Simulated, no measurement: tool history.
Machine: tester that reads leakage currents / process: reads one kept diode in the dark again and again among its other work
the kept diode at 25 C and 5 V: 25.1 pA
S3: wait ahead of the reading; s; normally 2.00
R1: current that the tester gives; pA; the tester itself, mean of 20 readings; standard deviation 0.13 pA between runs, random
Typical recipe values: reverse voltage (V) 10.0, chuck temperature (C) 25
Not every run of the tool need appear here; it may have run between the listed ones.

{"run": 1, "hour": 0.0, "reverse voltage (V)": 10.0, "chuck temperature (C)": 25, "S3": 2.0, "R1": 39.36}
{"run": 2, "hour": 55.1, "reverse voltage (V)": 10.0, "chuck temperature (C)": 25, "S3": 2.0, "R1": 39.68}
{"run": 3, "hour": 127.1, "reverse voltage (V)": 10.0, "chuck temperature (C)": 25, "S3": 3.14, "R1": 38.92}
{"run": 4, "hour": 178.3, "reverse voltage (V)": 10.0, "chuck temperature (C)": 25, "S3": 2.0, "R1": 39.45}
{"run": 5, "hour": 271.9, "reverse voltage (V)": 10.0, "chuck temperature (C)": 25, "S3": 2.0, "R1": 39.6}
{"run": 6, "hour": 334.5, "reverse voltage (V)": 10.0, "chuck temperature (C)": 25, "S3": 1.19, "R1": 40.98}
{"hour": 393.0, "done": "chuck's temperature calibrated"}
{"run": 7, "hour": 446.7, "reverse voltage (V)": 16.7, "chuck temperature (C)": 25, "S3": 2.0, "R1": 54.01}
{"run": 8, "hour": 526.1, "reverse voltage (V)": 16.7, "chuck temperature (C)": 25, "S3": 2.0, "R1": 53.89}
{"run": 9, "hour": 578.3, "reverse voltage (V)": 16.7, "chuck temperature (C)": 25, "S3": 2.0, "R1": 53.78}
{"run": 10, "hour": 666.8, "reverse voltage (V)": 10.0, "chuck temperature (C)": 25, "S3": 0.35, "R1": 48.61}
{"run": 11, "hour": 781.0, "reverse voltage (V)": 10.0, "chuck temperature (C)": 25, "S3": 0.35, "R1": 49.03}
{"run": 12, "hour": 832.8, "reverse voltage (V)": 14.2, "chuck temperature (C)": 25, "S3": 0.35, "R1": 62.57}
{"run": 13, "hour": 888.8, "reverse voltage (V)": 8.6, "chuck temperature (C)": 25, "S3": 0.39, "R1": 43.23}
{"run": 14, "hour": 988.7, "reverse voltage (V)": 8.6, "chuck temperature (C)": 25, "S3": 0.39, "R1": 43.13}
{"run": 15, "hour": 1045.1, "reverse voltage (V)": 16.0, "chuck temperature (C)": 46, "S3": 8.41, "R1": 260.89}
{"run": 16, "hour": 1129.0, "reverse voltage (V)": 10.0, "chuck temperature (C)": 41, "S3": 6.01, "R1": 136.81}
{"hour": 1175.5, "done": "probe card cleaned and baked"}
{"run": 17, "hour": 1217.6, "reverse voltage (V)": 2.9, "chuck temperature (C)": 25, "S3": 1.88, "R1": 18.91}
{"run": 18, "hour": 1268.9, "reverse voltage (V)": 10.0, "chuck temperature (C)": 40, "S3": 1.19, "R1": 129.11}
{"run": 19, "hour": 1353.1, "reverse voltage (V)": 10.0, "chuck temperature (C)": 39, "S3": 0.43, "R1": 126.34}
{"run": 20, "hour": 1446.4, "reverse voltage (V)": 20.0, "chuck temperature (C)": 55, "S3": 0.9, "R1": 573.48}
{"run": 21, "hour": 1521.1, "reverse voltage (V)": 20.0, "chuck temperature (C)": 55, "S3": 0.9, "R1": 572.44}
{"run": 22, "hour": 1622.4, "reverse voltage (V)": 10.0, "chuck temperature (C)": 25, "S3": 2.7, "R1": 39.17}
{"run": 23, "hour": 1699.9, "reverse voltage (V)": 10.0, "chuck temperature (C)": 25, "S3": 2.7, "R1": 39.05}

Expected results for the next run?
{"run": 24, "hour": 1790.2, "reverse voltage (V)": 10.0, "chuck temperature (C)": 25, "S3": 2.7, "R1": "?"}

{"run 24": {"R1": 39.05}}
Take away the tool's hidden state, keep the run-to-run variation as it was, and the same run would have given R1 39.04 pA.

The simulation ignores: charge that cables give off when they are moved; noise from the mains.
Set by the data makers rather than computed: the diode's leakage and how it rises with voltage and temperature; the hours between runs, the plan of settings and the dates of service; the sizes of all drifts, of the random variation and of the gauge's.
